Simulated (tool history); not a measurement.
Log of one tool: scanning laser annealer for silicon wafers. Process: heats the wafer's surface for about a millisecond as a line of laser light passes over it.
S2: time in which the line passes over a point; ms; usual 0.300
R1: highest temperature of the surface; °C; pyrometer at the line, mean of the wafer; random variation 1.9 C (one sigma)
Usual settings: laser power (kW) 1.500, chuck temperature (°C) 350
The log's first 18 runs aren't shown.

{"run": 19, "day": 41.588, "laser power (kW)": 1.544, "S2": 0.25, "chuck temperature (°C)": 326, "R1": 1075}
{"day": 42.421, "done": "optics aligned, line set to its width"}
{"run": 20, "day": 44.208, "laser power (kW)": 1.544, "S2": 0.283, "chuck temperature (°C)": 326, "R1": 1130}
{"run": 21, "day": 46.242, "laser power (kW)": 1.644, "S2": 0.293, "chuck temperature (°C)": 318, "R1": 1200}
{"run": 22, "day": 47.683, "laser power (kW)": 1.644, "S2": 0.293, "chuck temperature (°C)": 318, "R1": 1198}
{"run": 23, "day": 49.746, "laser power (kW)": 1.561, "S2": 0.293, "chuck temperature (°C)": 352, "R1": 1180}
{"run": 24, "day": 51.071, "laser power (kW)": 1.5, "S2": 0.349, "chuck temperature (°C)": 350, "R1": 1218}
{"run": 25, "day": 52.633, "laser power (kW)": 1.5, "S2": 0.349, "chuck temperature (°C)": 350, "R1": 1216}
{"run": 26, "day": 54.267, "laser power (kW)": 1.5, "S2": 0.349, "chuck temperature (°C)": 350, "R1": 1216}
{"run": 27, "day": 55.879, "laser power (kW)": 1.5, "S2": 0.238, "chuck temperature (°C)": 372, "R1": 1080}
{"run": 28, "day": 57.504, "laser power (kW)": 1.445, "S2": 0.226, "chuck temperature (°C)": 334, "R1": 988}
{"run": 29, "day": 58.9, "laser power (kW)": 1.445, "S2": 0.226, "chuck temperature (°C)": 334, "R1": 992}
{"day": 60.3, "done": "window over the wafer cleaned"}
{"run": 30, "day": 62.108, "laser power (kW)": 1.445, "S2": 0.27, "chuck temperature (°C)": 334, "R1": 1054}
{"run": 31, "day": 63.638, "laser power (kW)": 1.445, "S2": 0.27, "chuck temperature (°C)": 334, "R1": 1057}
{"run": 32, "day": 65.583, "laser power (kW)": 1.406, "S2": 0.27, "chuck temperature (°C)": 369, "R1": 1066}
{"run": 33, "day": 67.608, "laser power (kW)": 1.307, "S2": 0.27, "chuck temperature (°C)": 369, "R1": 1009}
{"run": 34, "day": 70.475, "laser power (kW)": 1.307, "S2": 0.27, "chuck temperature (°C)": 369, "R1": 1007}
{"run": 35, "day": 73.433, "laser power (kW)": 1.307, "S2": 0.27, "chuck temperature (°C)": 369, "R1": 1006}
{"run": 36, "day": 75.858, "laser power (kW)": 1.307, "S2": 0.27, "chuck temperature (°C)": 369, "R1": 1010}
{"run": 37, "day": 78.288, "laser power (kW)": 1.307, "S2": 0.329, "chuck temperature (°C)": 369, "R1": 1078}
{"run": 38, "day": 80.154, "laser power (kW)": 1.636, "S2": 0.329, "chuck temperature (°C)": 370, "R1": 1301}
{"run": 39, "day": 81.888, "laser power (kW)": 1.5, "S2": 0.3, "chuck temperature (°C)": 334, "R1": 1134}
{"run": 40, "day": 84.767, "laser power (kW)": 1.469, "S2": 0.286, "chuck temperature (°C)": 316, "R1": 1075}

3 ways to go on from here, each from the tool as it stands after run 40. What would each give?
{"run": "A", "day": 87.188, "laser power (kW)": 1.511, "S2": 0.3, "chuck temperature (°C)": 350, "R1": "?"}
{"run": "B", "day": 87.188, "laser power (kW)": 1.388, "S2": 0.286, "chuck temperature (°C)": 316, "R1": "?"}
{"run": "C", "day": 87.188, "laser power (kW)": 1.5, "S2": 0.232, "chuck temperature (°C)": 375, "R1": "?"}

run=A R1=1156
run=B R1=1025
run=C R1=1071
Without the tool's hidden state the same runs would have given:
run=A R1=1157
run=B R1=1026
run=C R1=1072
